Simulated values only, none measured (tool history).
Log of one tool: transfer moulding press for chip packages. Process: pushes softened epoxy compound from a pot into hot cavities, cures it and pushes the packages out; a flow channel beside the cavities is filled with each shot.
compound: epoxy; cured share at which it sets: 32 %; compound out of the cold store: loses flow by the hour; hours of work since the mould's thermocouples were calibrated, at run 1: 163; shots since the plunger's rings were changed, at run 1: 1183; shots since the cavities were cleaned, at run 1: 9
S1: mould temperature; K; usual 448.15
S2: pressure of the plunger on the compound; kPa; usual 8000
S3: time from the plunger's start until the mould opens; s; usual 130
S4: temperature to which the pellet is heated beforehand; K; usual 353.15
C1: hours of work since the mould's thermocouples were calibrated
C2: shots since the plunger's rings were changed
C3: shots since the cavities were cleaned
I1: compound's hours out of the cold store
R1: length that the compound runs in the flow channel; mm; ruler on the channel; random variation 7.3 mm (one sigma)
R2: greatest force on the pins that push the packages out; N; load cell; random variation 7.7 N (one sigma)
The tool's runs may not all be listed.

run,hour,S1,S2,S3,S4,C1,C2,C3,I1,R1,R2
1,0.0,448.15,8000,130,353.15,163,1183,9,8.7,995,344
2,14.1,448.15,8000,130,353.15,171,1298,124,40.3,836,374
3,24.5,448.15,8000,130,353.15,177,1384,210,10.3,993,431
4,39.4,448.15,8000,130,353.15,186,1505,331,11.6,970,469
5,48.1,448.15,8000,166,353.15,191,1576,402,43.6,802,439
6,57.5,448.15,8000,166,353.15,197,1653,479,24.8,916,451
7,68.2,448.15,8000,166,353.15,203,1741,567,21.6,917,448
8,80.3,447.15,8000,130,353.15,210,1840,666,35.3,855,578
9,89.1,447.15,8000,130,353.15,215,1912,738,16.7,941,595
10,99.4,447.15,8000,130,353.15,221,1996,822,24.3,895,593
# hour 102.9: mould's thermocouples calibrated
11,116.9,447.15,8000,130,353.15,8,2123,949,40.0,831,624
12,124.5,447.15,8000,130,353.15,13,2185,1011,21.5,901,635
# hour 134.1: cavities cleaned with cleaning compound and waxed
13,135.4,448.15,8000,130,353.15,18,2262,10,33.9,850,355
14,150.0,448.15,8000,130,353.15,27,2382,130,20.0,921,406
15,162.4,448.15,8000,130,353.15,34,2484,232,40.3,823,425
16,175.6,448.15,8000,130,358.15,42,2591,339,32.6,863,440
# hour 181.5: mould's thermocouples calibrated, once more
17,188.2,453.15,7720,123,353.15,4,2678,426,9.4,953,459
18,200.5,453.15,7720,123,353.15,11,2779,527,44.4,779,479
19,214.0,445.15,7720,123,353.15,19,2889,637,44.5,791,663
20,221.2,445.15,7720,123,353.15,23,2948,696,8.8,964,746
21,228.6,445.15,7720,140,362.15,28,3009,757,9.1,964,564
22,240.8,447.15,9820,124,358.15,35,3108,856,22.6,1001,667
23,250.2,453.15,8870,122,345.15,40,3185,933,15.4,970,596
24,258.9,453.15,7300,122,346.15,46,3256,1004,23.6,846,592
# hour 269.5: cavities cleaned with cleaning compound and waxed
25,269.9,453.15,7300,122,346.15,51,3334,3,12.7,906,318
26,279.8,453.15,7300,122,346.15,57,3415,84,27.9,821,355
27,296.2,453.15,7300,122,346.15,67,3549,218,30.7,822,404
28,306.5,453.15,7300,122,346.15,73,3634,303,8.6,923,433

4 ways to go on from here, each from the tool as it stands after run 28. What would each give?
A,322.9,453.15,9450,122,346.15,82,3768,437,46.3,?,?
B,322.9,453.15,6370,122,356.15,82,3768,437,13.1,?,?
C,322.9,453.15,7670,167,346.15,82,3768,437,13.9,?,?
D,322.9,449.15,7300,135,353.15,82,3768,437,13.3,?,?

run,R1,R2
A,844,451
B,832,458
C,928,424
D,896,467
Without the tool's hidden state the same runs would have given:
run,R1,R2
A,874,296
B,862,297
C,961,280
D,928,305
